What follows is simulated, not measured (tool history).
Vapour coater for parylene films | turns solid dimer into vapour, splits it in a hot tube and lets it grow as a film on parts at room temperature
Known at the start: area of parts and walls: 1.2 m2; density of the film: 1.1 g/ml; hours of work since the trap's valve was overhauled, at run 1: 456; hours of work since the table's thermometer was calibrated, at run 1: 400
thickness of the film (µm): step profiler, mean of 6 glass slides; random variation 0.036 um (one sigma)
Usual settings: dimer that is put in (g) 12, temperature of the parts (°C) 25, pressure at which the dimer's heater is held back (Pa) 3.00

run,hour,dimer that is put in (g),temperature of the parts (°C),pressure at which the dimer's heater is held back (Pa),hours of work since the trap's valve was overhauled,hours of work since the table's thermometer was calibrated,thickness of the film (µm)
1,0.0,12,25,3.00,456,400,4.01
2,10.7,12,25,3.00,465,408,3.99
3,25.6,12,25,3.00,477,420,4.03
# hour 37.9: trap's valve overhauled
4,44.8,12,25,3.00,6,433,4.52
5,57.2,20,25,3.00,15,443,7.49
6,67.1,12,25,3.00,23,450,4.52
7,82.2,12,25,3.00,35,463,4.46
8,95.3,12,23,3.00,46,473,4.62
9,102.4,12,25,3.00,52,479,4.49
10,113.5,12,25,3.00,61,488,4.50
11,125.2,12,25,3.00,70,497,4.41
12,133.8,12,25,3.00,77,504,4.40
13,143.2,12,25,3.00,84,511,4.39
14,153.2,12,25,2.65,92,519,4.49
15,160.7,16,24,3.00,98,525,5.92
16,174.1,20,34,8.63,109,536,5.47
17,189.1,20,34,8.63,121,548,5.52
18,195.8,18,18,4.54,127,554,7.08
19,203.1,12,18,10.28,132,559,4.20
20,216.2,19,32,6.82,143,570,5.53
21,230.9,10,24,6.82,155,582,3.34
22,239.1,12,25,3.81,161,588,4.16
23,248.0,12,17,2.07,168,595,5.18
24,254.7,12,17,7.90,174,601,4.38
25,269.5,17,17,7.90,186,613,6.16
26,284.4,12,27,8.76,198,625,3.63
27,291.2,9,27,4.64,203,630,2.95
28,301.8,9,19,2.72,211,639,3.62

Measured less the same run without the tool's hidden state. The same run-to-run variation is in both; the gauge's scatter may not be:
The hidden state here: vapour lost through the trap's worn valve, %; true temperature of the parts over the reading, C; drift of the gauge itself on film_um, %.
run,thickness of the film (µm)
1,-0.42
2,-0.43
3,-0.44
4,+0.05
5,+0.06
6,+0.03
7,+0.02
8,+0.01
9,+0.00
10,-0.01
11,-0.01
12,-0.02
13,-0.03
14,-0.04
15,-0.06
16,-0.06
17,-0.07
18,-0.11
19,-0.07
20,-0.10
21,-0.07
22,-0.09
23,-0.13
24,-0.11
25,-0.17
26,-0.11
27,-0.09
28,-0.12

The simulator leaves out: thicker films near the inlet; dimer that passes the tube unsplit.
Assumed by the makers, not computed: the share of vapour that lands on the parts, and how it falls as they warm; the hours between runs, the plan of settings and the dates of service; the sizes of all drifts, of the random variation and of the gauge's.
